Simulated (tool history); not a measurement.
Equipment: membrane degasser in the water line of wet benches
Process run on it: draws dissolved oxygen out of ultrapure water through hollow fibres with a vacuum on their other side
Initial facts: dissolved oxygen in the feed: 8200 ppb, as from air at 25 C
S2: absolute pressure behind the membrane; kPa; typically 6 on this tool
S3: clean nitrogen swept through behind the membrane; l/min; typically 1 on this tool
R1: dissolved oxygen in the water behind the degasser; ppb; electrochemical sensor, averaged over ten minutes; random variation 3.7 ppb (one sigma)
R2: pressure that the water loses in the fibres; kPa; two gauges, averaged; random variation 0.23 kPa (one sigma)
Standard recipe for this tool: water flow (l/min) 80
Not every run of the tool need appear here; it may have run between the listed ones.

run 1 hour=0 | water_flow_(l/min)=80 S2=6 S3=1 | R1=414 R2=60.01
run 2 hour=197.6 | water_flow_(l/min)=80 S2=6 S3=1 | R1=418.2 R2=60.22
run 3 hour=335.3 | water_flow_(l/min)=80 S2=6 S3=1 | R1=413.6 R2=60.61
run 4 hour=489.9 | water_flow_(l/min)=80 S2=6 S3=1 | R1=415.8 R2=60.34
run 5 hour=697 | water_flow_(l/min)=80 S2=6 S3=1 | R1=419.6 R2=60.76
run 6 hour=787.3 | water_flow_(l/min)=80 S2=6 S3=1 | R1=421 R2=60.61
run 7 hour=915.4 | water_flow_(l/min)=80 S2=6 S3=1 | R1=425.4 R2=60.68
-- hour=928.4 vacuum gauge calibrated
run 8 hour=1115 | water_flow_(l/min)=80 S2=6 S3=1 | R1=430.3 R2=60.83
run 9 hour=1279.9 | water_flow_(l/min)=80 S2=6 S3=1 | R1=435.2 R2=60.62
-- hour=1309.9 vacuum gauge calibrated, once more
run 10 hour=1395.7 | water_flow_(l/min)=65 S2=6 S3=1 | R1=320.4 R2=49.54
run 11 hour=1610.9 | water_flow_(l/min)=77 S2=14.26 S3=1.84 | R1=847.9 R2=58.37
run 12 hour=1705.8 | water_flow_(l/min)=80 S2=5.39 S3=1 | R1=288.6 R2=61.34
run 13 hour=1914.2 | water_flow_(l/min)=80 S2=5.39 S3=1 | R1=287.5 R2=60.89
run 14 hour=2015.5 | water_flow_(l/min)=80 S2=5.39 S3=1 | R1=294.7 R2=60.51
run 15 hour=2139.9 | water_flow_(l/min)=80 S2=5.16 S3=0.53 | R1=373.5 R2=61.45
-- hour=2188.9 seals of the vacuum lines changed
run 16 hour=2331.8 | water_flow_(l/min)=80 S2=5.16 S3=0.53 | R1=383.2 R2=60.95
run 17 hour=2518.9 | water_flow_(l/min)=58 S2=3.81 S3=0.95 | R1=74.3 R2=44.59
run 18 hour=2633.8 | water_flow_(l/min)=94 S2=8.01 S3=0.94 | R1=720.7 R2=72.07
run 19 hour=2740.2 | water_flow_(l/min)=83 S2=8.01 S3=0.94 | R1=658.7 R2=63.68
run 20 hour=2858.7 | water_flow_(l/min)=83 S2=8.01 S3=0.94 | R1=657 R2=63.36

Forecast each of these 4 alternatives for the next run:
run A hour=3010.3 | water_flow_(l/min)=94 S2=7.41 S3=1.35 | R1=? R2=?
run B hour=3010.3 | water_flow_(l/min)=80 S2=11.17 S3=1 | R1=? R2=?
run C hour=3010.3 | water_flow_(l/min)=65 S2=4.63 S3=1 | R1=? R2=?
run D hour=3010.3 | water_flow_(l/min)=80 S2=6 S3=1.48 | R1=? R2=?

run=A R1=505.4 R2=72.3
run=B R1=981.3 R2=61.7
run=C R1=174.6 R2=50.25
run=D R1=289.4 R2=61.46
Stripped of hidden state, with their random variation kept, the same runs would have yielded:
run=A R1=493 R2=69.09
run=B R1=971 R2=58.97
run=C R1=164.2 R2=48.03
run=D R1=279.5 R2=58.73

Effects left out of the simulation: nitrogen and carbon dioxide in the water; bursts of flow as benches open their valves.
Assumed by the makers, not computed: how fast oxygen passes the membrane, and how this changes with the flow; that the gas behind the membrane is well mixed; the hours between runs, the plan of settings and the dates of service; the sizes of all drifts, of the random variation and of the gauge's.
